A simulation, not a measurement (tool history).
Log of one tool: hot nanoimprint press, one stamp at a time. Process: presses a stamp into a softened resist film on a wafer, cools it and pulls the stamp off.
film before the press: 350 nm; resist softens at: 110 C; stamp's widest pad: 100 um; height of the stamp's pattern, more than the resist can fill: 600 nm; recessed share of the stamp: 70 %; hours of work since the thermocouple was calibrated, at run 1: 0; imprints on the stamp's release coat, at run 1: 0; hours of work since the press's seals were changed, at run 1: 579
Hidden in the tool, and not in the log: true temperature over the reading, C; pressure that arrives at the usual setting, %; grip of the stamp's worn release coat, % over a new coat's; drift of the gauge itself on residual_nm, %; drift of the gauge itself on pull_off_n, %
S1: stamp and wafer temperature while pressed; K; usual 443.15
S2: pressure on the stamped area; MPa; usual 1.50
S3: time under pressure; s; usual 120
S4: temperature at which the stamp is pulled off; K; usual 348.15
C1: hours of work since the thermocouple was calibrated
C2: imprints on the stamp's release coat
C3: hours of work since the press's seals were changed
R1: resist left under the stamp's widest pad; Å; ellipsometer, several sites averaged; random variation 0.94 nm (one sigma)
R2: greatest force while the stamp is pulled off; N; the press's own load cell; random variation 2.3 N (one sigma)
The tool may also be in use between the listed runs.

run 1 hour=0.0 | S1=443.15 S2=1.50 S3=120 S4=348.15 | C1=0 C2=0 C3=579 | R1=1344 R2=101
run 2 hour=37.2 | S1=443.15 S2=1.50 S3=120 S4=348.15 | C1=28 C2=176 C3=607 | R1=1325 R2=100
run 3 hour=62.6 | S1=441.15 S2=1.50 S3=120 S4=348.15 | C1=47 C2=296 C3=626 | R1=1481 R2=103
run 4 hour=102.0 | S1=441.15 S2=1.50 S3=120 S4=348.15 | C1=77 C2=483 C3=655 | R1=1495 R2=105
run 5 hour=133.8 | S1=441.15 S2=1.50 S3=120 S4=348.15 | C1=101 C2=634 C3=679 | R1=1497 R2=100
run 6 hour=161.9 | S1=441.15 S2=1.50 S3=120 S4=348.15 | C1=122 C2=767 C3=700 | R1=1506 R2=105
run 7 hour=182.5 | S1=441.15 S2=1.50 S3=120 S4=348.15 | C1=137 C2=864 C3=716 | R1=1492 R2=102
run 8 hour=217.9 | S1=441.15 S2=1.50 S3=120 S4=348.15 | C1=164 C2=1032 C3=743 | R1=1500 R2=103
run 9 hour=254.9 | S1=441.15 S2=1.50 S3=120 S4=348.15 | C1=192 C2=1207 C3=770 | R1=1497 R2=104
run 10 hour=278.5 | S1=441.15 S2=1.50 S3=120 S4=348.15 | C1=210 C2=1319 C3=788 | R1=1473 R2=103
run 11 hour=310.4 | S1=442.15 S2=2.31 S3=120 S4=348.15 | C1=234 C2=1470 C3=812 | R1=1128 R2=102
run 12 hour=343.8 | S1=433.15 S2=2.31 S3=190 S4=348.15 | C1=259 C2=1628 C3=837 | R1=1694 R2=101
run 13 hour=362.4 | S1=433.15 S2=2.31 S3=190 S4=348.15 | C1=273 C2=1716 C3=851 | R1=1686 R2=104
run 14 hour=383.1 | S1=452.15 S2=1.50 S3=109 S4=348.15 | C1=288 C2=1813 C3=867 | R1=791 R2=106
run 15 hour=404.3 | S1=452.15 S2=1.50 S3=109 S4=348.15 | C1=304 C2=1914 C3=883 | R1=812 R2=101
run 16 hour=437.6 | S1=452.15 S2=1.50 S3=109 S4=348.15 | C1=329 C2=2071 C3=908 | R1=801 R2=105
-- hour=473.0 stamp cleaned and given a new release coat
run 17 hour=475.8 | S1=449.15 S2=1.50 S3=100 S4=340.15 | C1=354 C2=13 C3=932 | R1=1007 R2=105
run 18 hour=500.7 | S1=449.15 S2=1.50 S3=100 S4=340.15 | C1=372 C2=131 C3=951 | R1=984 R2=103
run 19 hour=523.9 | S1=449.15 S2=1.50 S3=100 S4=340.15 | C1=390 C2=241 C3=968 | R1=988 R2=110
run 20 hour=557.0 | S1=449.15 S2=1.50 S3=100 S4=352.15 | C1=415 C2=397 C3=993 | R1=993 R2=103

Forecast each of these 5 alternatives for the next run:
run A hour=576.3 | S1=443.15 S2=1.50 S3=149 S4=345.15 | C1=429 C2=488 C3=1008 | R1=? R2=?
run B hour=576.3 | S1=434.15 S2=1.50 S3=100 S4=352.15 | C1=429 C2=488 C3=1008 | R1=? R2=?
run C hour=576.3 | S1=443.15 S2=1.50 S3=120 S4=348.15 | C1=429 C2=488 C3=1008 | R1=? R2=?
run D hour=576.3 | S1=449.15 S2=2.06 S3=104 S4=352.15 | C1=429 C2=488 C3=1008 | R1=? R2=?
run E hour=576.3 | S1=449.15 S2=1.15 S3=120 S4=340.15 | C1=429 C2=488 C3=1008 | R1=? R2=?

run=A R1=1198 R2=104
run=B R1=2333 R2=102
run=C R1=1344 R2=102
run=D R1=830 R2=96
run=E R1=1073 R2=108
Without the tool's hidden state the same runs would have given:
run=A R1=1196 R2=104
run=B R1=2330 R2=101
run=C R1=1342 R2=102
run=D R1=829 R2=95
run=E R1=1071 R2=108
